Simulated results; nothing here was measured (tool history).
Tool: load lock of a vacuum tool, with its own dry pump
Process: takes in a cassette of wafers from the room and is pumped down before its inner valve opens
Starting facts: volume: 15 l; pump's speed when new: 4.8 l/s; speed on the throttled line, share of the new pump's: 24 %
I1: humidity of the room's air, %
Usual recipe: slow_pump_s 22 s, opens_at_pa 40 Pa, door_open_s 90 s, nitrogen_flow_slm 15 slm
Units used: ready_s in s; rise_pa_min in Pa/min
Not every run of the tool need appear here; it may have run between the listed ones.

{"run": 1, "hour": 0.0, "slow_pump_s": 22, "opens_at_pa": 40, "door_open_s": 90, "nitrogen_flow_slm": 15, "I1": 46.5, "ready_s": 43.6, "rise_pa_min": 0.093}
{"run": 2, "hour": 123.9, "slow_pump_s": 22, "opens_at_pa": 40, "door_open_s": 90, "nitrogen_flow_slm": 15, "I1": 46.0, "ready_s": 43.5, "rise_pa_min": 0.09}
{"run": 3, "hour": 181.3, "slow_pump_s": 22, "opens_at_pa": 40, "door_open_s": 90, "nitrogen_flow_slm": 15, "I1": 44.2, "ready_s": 43.9, "rise_pa_min": 0.089}
{"run": 4, "hour": 304.5, "slow_pump_s": 22, "opens_at_pa": 40, "door_open_s": 90, "nitrogen_flow_slm": 15, "I1": 47.0, "ready_s": 43.6, "rise_pa_min": 0.094}
{"run": 5, "hour": 391.8, "slow_pump_s": 22, "opens_at_pa": 40, "door_open_s": 90, "nitrogen_flow_slm": 15, "I1": 45.0, "ready_s": 43.5, "rise_pa_min": 0.087}
{"run": 6, "hour": 467.3, "slow_pump_s": 22, "opens_at_pa": 40, "door_open_s": 90, "nitrogen_flow_slm": 15, "I1": 43.7, "ready_s": 43.7, "rise_pa_min": 0.088}
{"run": 7, "hour": 532.4, "slow_pump_s": 22, "opens_at_pa": 40, "door_open_s": 90, "nitrogen_flow_slm": 15, "I1": 45.3, "ready_s": 43.8, "rise_pa_min": 0.092}
{"run": 8, "hour": 652.7, "slow_pump_s": 28, "opens_at_pa": 40, "door_open_s": 90, "nitrogen_flow_slm": 15, "I1": 47.5, "ready_s": 48.1, "rise_pa_min": 0.102}
{"run": 9, "hour": 754.2, "slow_pump_s": 43, "opens_at_pa": 40, "door_open_s": 90, "nitrogen_flow_slm": 15, "I1": 44.1, "ready_s": 59.1, "rise_pa_min": 0.095}
{"run": 10, "hour": 811.1, "slow_pump_s": 22, "opens_at_pa": 68, "door_open_s": 90, "nitrogen_flow_slm": 15, "I1": 47.6, "ready_s": 41.8, "rise_pa_min": 0.103}
{"run": 11, "hour": 873.6, "slow_pump_s": 22, "opens_at_pa": 68, "door_open_s": 90, "nitrogen_flow_slm": 15, "I1": 45.5, "ready_s": 41.7, "rise_pa_min": 0.1}
{"run": 12, "hour": 985.2, "slow_pump_s": 22, "opens_at_pa": 68, "door_open_s": 90, "nitrogen_flow_slm": 15, "I1": 48.1, "ready_s": 41.7, "rise_pa_min": 0.108}
{"run": 13, "hour": 1046.6, "slow_pump_s": 22, "opens_at_pa": 68, "door_open_s": 90, "nitrogen_flow_slm": 15, "I1": 43.6, "ready_s": 42.0, "rise_pa_min": 0.097}
{"run": 14, "hour": 1123.7, "slow_pump_s": 22, "opens_at_pa": 68, "door_open_s": 90, "nitrogen_flow_slm": 15, "I1": 40.8, "ready_s": 41.8, "rise_pa_min": 0.099}
{"run": 15, "hour": 1201.7, "slow_pump_s": 22, "opens_at_pa": 68, "door_open_s": 90, "nitrogen_flow_slm": 15, "I1": 46.1, "ready_s": 41.8, "rise_pa_min": 0.105}
{"run": 16, "hour": 1266.3, "slow_pump_s": 22, "opens_at_pa": 40, "door_open_s": 90, "nitrogen_flow_slm": 15, "I1": 42.6, "ready_s": 43.7, "rise_pa_min": 0.104}
{"run": 17, "hour": 1331.6, "slow_pump_s": 22, "opens_at_pa": 40, "door_open_s": 90, "nitrogen_flow_slm": 15, "I1": 48.9, "ready_s": 43.8, "rise_pa_min": 0.114}
{"run": 18, "hour": 1435.3, "slow_pump_s": 22, "opens_at_pa": 40, "door_open_s": 90, "nitrogen_flow_slm": 15, "I1": 45.4, "ready_s": 43.9, "rise_pa_min": 0.109}
{"run": 19, "hour": 1562.3, "slow_pump_s": 22, "opens_at_pa": 40, "door_open_s": 90, "nitrogen_flow_slm": 11, "I1": 46.1, "ready_s": 43.6, "rise_pa_min": 0.118}
{"run": 20, "hour": 1656.0, "slow_pump_s": 22, "opens_at_pa": 40, "door_open_s": 90, "nitrogen_flow_slm": 11, "I1": 45.8, "ready_s": 44.1, "rise_pa_min": 0.125}
{"run": 21, "hour": 1760.3, "slow_pump_s": 22, "opens_at_pa": 35, "door_open_s": 90, "nitrogen_flow_slm": 11, "I1": 48.0, "ready_s": 44.6, "rise_pa_min": 0.12}
{"run": 22, "hour": 1841.7, "slow_pump_s": 30, "opens_at_pa": 40, "door_open_s": 69, "nitrogen_flow_slm": 18, "I1": 45.2, "ready_s": 49.9, "rise_pa_min": 0.106}
{"run": 23, "hour": 1941.6, "slow_pump_s": 22, "opens_at_pa": 40, "door_open_s": 30, "nitrogen_flow_slm": 15, "I1": 48.7, "ready_s": 43.8, "rise_pa_min": 0.093}
{"hour": 2013.3, "done": "dry pump taken out, an overhauled one fitted"}
{"run": 24, "hour": 2074.9, "slow_pump_s": 22, "opens_at_pa": 40, "door_open_s": 30, "nitrogen_flow_slm": 15, "I1": 44.3, "ready_s": 41.3, "rise_pa_min": 0.096}
{"run": 25, "hour": 2188.6, "slow_pump_s": 22, "opens_at_pa": 62, "door_open_s": 30, "nitrogen_flow_slm": 12, "I1": 47.0, "ready_s": 39.9, "rise_pa_min": 0.095}
{"run": 26, "hour": 2288.8, "slow_pump_s": 22, "opens_at_pa": 39, "door_open_s": 189, "nitrogen_flow_slm": 7, "I1": 44.5, "ready_s": 41.2, "rise_pa_min": 0.176}
{"run": 27, "hour": 2395.0, "slow_pump_s": 22, "opens_at_pa": 39, "door_open_s": 189, "nitrogen_flow_slm": 7, "I1": 46.1, "ready_s": 41.1, "rise_pa_min": 0.177}
{"run": 28, "hour": 2470.4, "slow_pump_s": 22, "opens_at_pa": 39, "door_open_s": 189, "nitrogen_flow_slm": 7, "I1": 46.3, "ready_s": 41.3, "rise_pa_min": 0.187}
{"run": 29, "hour": 2584.5, "slow_pump_s": 22, "opens_at_pa": 53, "door_open_s": 189, "nitrogen_flow_slm": 17, "I1": 45.6, "ready_s": 40.5, "rise_pa_min": 0.144}
{"run": 30, "hour": 2713.1, "slow_pump_s": 22, "opens_at_pa": 43, "door_open_s": 173, "nitrogen_flow_slm": 15, "I1": 46.4, "ready_s": 40.9, "rise_pa_min": 0.151}
{"run": 31, "hour": 2807.6, "slow_pump_s": 12, "opens_at_pa": 35, "door_open_s": 107, "nitrogen_flow_slm": 30, "I1": 45.0, "ready_s": 34.1, "rise_pa_min": 0.116}
{"run": 32, "hour": 2892.9, "slow_pump_s": 30, "opens_at_pa": 40, "door_open_s": 61, "nitrogen_flow_slm": 15, "I1": 43.2, "ready_s": 47.4, "rise_pa_min": 0.123}
{"run": 33, "hour": 3012.9, "slow_pump_s": 30, "opens_at_pa": 40, "door_open_s": 61, "nitrogen_flow_slm": 15, "I1": 44.8, "ready_s": 47.5, "rise_pa_min": 0.13}
{"run": 34, "hour": 3126.7, "slow_pump_s": 30, "opens_at_pa": 40, "door_open_s": 61, "nitrogen_flow_slm": 15, "I1": 47.8, "ready_s": 47.4, "rise_pa_min": 0.134}
{"run": 35, "hour": 3250.6, "slow_pump_s": 30, "opens_at_pa": 37, "door_open_s": 61, "nitrogen_flow_slm": 5, "I1": 44.1, "ready_s": 47.7, "rise_pa_min": 0.15}

Predict the results of run 36:
{"run": 36, "hour": 3360.1, "slow_pump_s": 27, "opens_at_pa": 41, "door_open_s": 61, "nitrogen_flow_slm": 5, "I1": 44.6, "ready_s": "?", "rise_pa_min": "?"}

{"run 36": {"ready_s": 45.1, "rise_pa_min": 0.151}}
Had the tool carried no hidden state, the very same run would have given ready_s 45.1 s, rise_pa_min 0.059 Pa/min.
